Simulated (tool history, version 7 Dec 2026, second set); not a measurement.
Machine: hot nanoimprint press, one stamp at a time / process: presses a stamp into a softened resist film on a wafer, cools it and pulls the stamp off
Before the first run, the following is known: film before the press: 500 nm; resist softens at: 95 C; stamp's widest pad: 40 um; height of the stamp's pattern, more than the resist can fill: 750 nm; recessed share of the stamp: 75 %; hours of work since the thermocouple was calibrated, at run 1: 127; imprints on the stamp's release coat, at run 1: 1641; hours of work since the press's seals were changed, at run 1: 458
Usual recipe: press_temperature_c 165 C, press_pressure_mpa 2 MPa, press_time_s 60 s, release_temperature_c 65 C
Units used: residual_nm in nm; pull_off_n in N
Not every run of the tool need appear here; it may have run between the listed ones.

run   hour  press_temperature_c  press_pressure_mpa  press_time_s  release_temperature_c  hours of work since the thermocouple was calibrated  imprints on the stamp's release coat  hours of work since the press's seals were changed  residual_nm  pull_off_n
  1      0                  165                   2            60                     65                                                  127                                  1641                                                 458        238.6         379
  2     10                  165                   2            60                     60                                                  134                                  1698                                                 465        234.6         441
  3   25.9                  165                   2            60                     60                                                  145                                  1787                                                 477        236.6         429
  4   39.3                  165                   2            60                     65                                                  155                                  1863                                                 487        236.5         394
  5     49                  165                   2            60                     70                                                  162                                  1918                                                 494        236.9         345
  6   55.4                  165                   2            60                     70                                                  167                                  1954                                                 498        237.6         354
  7   65.8                  165                1.93            60                     70                                                  174                                  2013                                                 506        240.3         346
  8   76.4                  165                1.93            60                     70                                                  182                                  2073                                                 514          241         366
      93.3  -- stamp cleaned and given a new release coat
  9     97                  153                1.97           114                     69                                                  193                                    21                                                 524        321.8         191
 10  106.1                  165                1.64            60                     61                                                  199                                    72                                                 531        257.5         246
 11  119.9                  165                   2            76                     52                                                  210                                   150                                                 541        220.2         314
 12  131.8                  165                1.39            32                     65                                                  218                                   217                                                 549        335.2         232
 13  138.3                  156                   2            60                     65                                                  223                                   254                                                 554        339.1         252
 14  149.1                  175                   2            60                     53                                                  231                                   315                                                 562        153.3         336
 15  155.8                  175                   2            60                     53                                                  236                                   352                                                 567          154         333
 16  165.2                  165                   2            60                     61                                                  242                                   406                                                 574        235.7         289

Consider 5 possible next runs. They are alternatives, not a sequence: every one starts from the tool as it was left by run 16. What does each give?
  A  172.9                  165                1.55            60                     61                                                  248                                   449                                                 579            ?           ?
  B  172.9                  173                   2            60                     65                                                  248                                   449                                                 579            ?           ?
  C  172.9                  165                1.41            32                     65                                                  248                                   449                                                 579            ?           ?
  D  172.9                  165                1.95            60                     61                                                  248                                   449                                                 579            ?           ?
  E  172.9                  166                   2            51                     57                                                  248                                   449                                                 579            ?           ?

run  residual_nm  pull_off_n
  A        261.1         284
  B        166.5         260
  C          331         252
  D        237.3         289
  E          239         311
Without the tool's hidden state the same runs would have given:
run  residual_nm  pull_off_n
  A        267.3         245
  B        169.9         226
  C        337.4         218
  D        242.8         250
  E        244.3         269

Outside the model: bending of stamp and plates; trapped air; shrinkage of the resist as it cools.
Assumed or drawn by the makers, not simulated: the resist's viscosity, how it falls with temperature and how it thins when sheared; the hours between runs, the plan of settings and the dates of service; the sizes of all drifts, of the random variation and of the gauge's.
